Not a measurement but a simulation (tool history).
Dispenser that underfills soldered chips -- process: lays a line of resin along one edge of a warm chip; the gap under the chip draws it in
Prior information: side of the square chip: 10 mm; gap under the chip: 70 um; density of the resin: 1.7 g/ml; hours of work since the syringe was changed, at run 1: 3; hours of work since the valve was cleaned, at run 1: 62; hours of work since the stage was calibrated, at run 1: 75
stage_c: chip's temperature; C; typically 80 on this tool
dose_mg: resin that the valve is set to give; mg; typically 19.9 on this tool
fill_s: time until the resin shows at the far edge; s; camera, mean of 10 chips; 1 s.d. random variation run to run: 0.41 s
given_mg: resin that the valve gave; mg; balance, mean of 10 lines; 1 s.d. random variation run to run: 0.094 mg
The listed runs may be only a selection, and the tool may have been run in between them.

| run | day | stage_c | dose_mg | hours of work since the syringe was changed | hours of work since the valve was cleaned | hours of work since the stage was calibrated | fill_s | given_mg |
|---|---|---|---|---|---|---|---|---|
| 1 | 0.000 | 80 | 19.9 | 3 | 62 | 75 | 36.4 | 18.77 |
| 2 | 0.183 | 91 | 19.9 | 6 | 65 | 78 | 31.1 | 18.59 |
|  | 0.233 | new syringe of resin |
| 3 | 0.342 | 80 | 18.7 | 2 | 68 | 80 | 34.3 | 17.48 |
| 4 | 0.446 | 80 | 18.7 | 4 | 69 | 82 | 39.0 | 17.44 |
| 5 | 0.592 | 80 | 20.2 | 6 | 72 | 84 | 47.3 | 18.99 |
|  | 0.629 | new syringe of resin |
| 6 | 0.779 | 91 | 19.9 | 2 | 75 | 87 | 22.8 | 18.56 |
| 7 | 0.962 | 91 | 19.9 | 6 | 78 | 90 | 31.5 | 18.51 |
|  | 1.017 | new syringe of resin |
| 8 | 1.075 | 91 | 19.9 | 1 | 79 | 92 | 21.0 | 18.55 |
| 9 | 1.212 | 91 | 19.7 | 3 | 82 | 94 | 25.3 | 18.25 |
| 10 | 1.367 | 80 | 18.0 | 6 | 84 | 97 | 47.0 | 16.61 |
|  | 1.408 | new syringe of resin |
| 11 | 1.562 | 80 | 19.9 | 3 | 87 | 100 | 34.6 | 18.31 |
| 12 | 1.692 | 80 | 19.9 | 5 | 90 | 102 | 43.6 | 18.24 |
|  | 1.796 | new syringe of resin |
| 13 | 1.867 | 80 | 19.9 | 1 | 92 | 105 | 31.7 | 18.33 |
|  | 2.088 | dispensing valve cleaned and set on the balance |
| 14 | 2.104 | 80 | 22.9 | 4 | 0 | 108 | 41.5 | 22.96 |
|  | 2.221 | new syringe of resin |
| 15 | 2.300 | 80 | 22.9 | 1 | 3 | 111 | 31.4 | 22.87 |
| 16 | 2.400 | 91 | 19.9 | 3 | 5 | 113 | 24.6 | 19.77 |
| 17 | 2.571 | 86 | 19.9 | 6 | 8 | 116 | 37.2 | 19.61 |
|  | 2.612 | new syringe of resin |
| 18 | 2.721 | 86 | 19.9 | 2 | 10 | 118 | 26.4 | 19.67 |
| 19 | 2.854 | 70 | 22.2 | 4 | 12 | 121 | 58.2 | 22.00 |
| 20 | 2.971 | 66 | 17.6 | 6 | 14 | 123 | 83.5 | 17.21 |
|  | 3.000 | new syringe of resin |
| 21 | 3.129 | 66 | 17.6 | 2 | 17 | 125 | 61.8 | 17.22 |
| 22 | 3.238 | 66 | 17.6 | 4 | 19 | 127 | 71.2 | 17.28 |
|  | 3.388 | new syringe of resin |
| 23 | 3.425 | 66 | 17.6 | 1 | 22 | 130 | 52.9 | 17.29 |
| 24 | 3.625 | 72 | 23.4 | 4 | 25 | 133 | 53.6 | 22.82 |
|  | 3.779 | new syringe of resin |
| 25 | 3.783 | 70 | 25.4 | 0 | 27 | 136 | 42.5 | 24.54 |
| 26 | 3.975 | 70 | 20.2 | 3 | 31 | 139 | 58.0 | 19.47 |
| 27 | 4.117 | 69 | 19.9 | 6 | 33 | 141 | 72.3 | 19.16 |
|  | 4.179 | new syringe of resin |
| 28 | 4.242 | 88 | 23.4 | 1 | 35 | 143 | 24.1 | 22.61 |
| 29 | 4.379 | 74 | 23.6 | 3 | 37 | 145 | 48.7 | 22.72 |
| 30 | 4.488 | 74 | 23.6 | 5 | 39 | 147 | 57.0 | 22.66 |
|  | 4.571 | new syringe of resin |
| 31 | 4.617 | 74 | 20.0 | 1 | 41 | 149 | 38.7 | 19.41 |
| 32 | 4.829 | 66 | 18.0 | 4 | 45 | 153 | 73.5 | 17.33 |
| 33 | 4.929 | 66 | 18.0 | 6 | 46 | 155 | 84.3 | 17.13 |
|  | 4.954 | new syringe of resin |
| 34 | 5.096 | 68 | 17.1 | 2 | 49 | 157 | 57.1 | 16.18 |
| 35 | 5.275 | 94 | 18.2 | 5 | 52 | 160 | 27.3 | 17.29 |
|  | 5.338 | new syringe of resin |
| 36 | 5.388 | 80 | 19.9 | 1 | 54 | 162 | 30.4 | 19.10 |

Table of differences, measured result less the result of that run with no hidden state. Run-to-run variation is the same in both. Gauge scatter possibly is not:
Hidden state at play: resin's viscosity, % of fresh resin's; dose that the valve gives, % of what is set; true chip temperature over the reading, C; drift of the gauge itself on fill_s, %; drift of the gauge itself on given_mg, %.
| run | fill_s | given_mg |
|---|---|---|
| 1 | +8.6 | -1.14 |
| 2 | +12.8 | -1.20 |
| 3 | +5.6 | -1.17 |
| 4 | +11.0 | -1.20 |
| 5 | +19.7 | -1.35 |
| 6 | +4.9 | -1.37 |
| 7 | +12.1 | -1.43 |
| 8 | +2.1 | -1.48 |
| 9 | +6.6 | -1.49 |
| 10 | +19.7 | -1.39 |
| 11 | +7.8 | -1.62 |
| 12 | +15.4 | -1.65 |
| 13 | +4.3 | -1.72 |
| 14 | +14.1 | -0.02 |
| 15 | +3.8 | -0.09 |
| 16 | +5.8 | -0.10 |
| 17 | +15.3 | -0.16 |
| 18 | +4.3 | -0.20 |
| 19 | +18.1 | -0.28 |
| 20 | +35.1 | -0.24 |
| 21 | +12.6 | -0.29 |
| 22 | +22.7 | -0.31 |
| 23 | +5.0 | -0.35 |
| 24 | +17.5 | -0.54 |
| 25 | +2.1 | -0.64 |
| 26 | +16.3 | -0.57 |
| 27 | +29.9 | -0.60 |
| 28 | +3.0 | -0.75 |
| 29 | +13.9 | -0.81 |
| 30 | +22.2 | -0.85 |
| 31 | +3.9 | -0.76 |
| 32 | +25.3 | -0.74 |
| 33 | +36.5 | -0.77 |
| 34 | +12.8 | -0.77 |
| 35 | +10.8 | -0.88 |
| 36 | +3.6 | -1.01 |
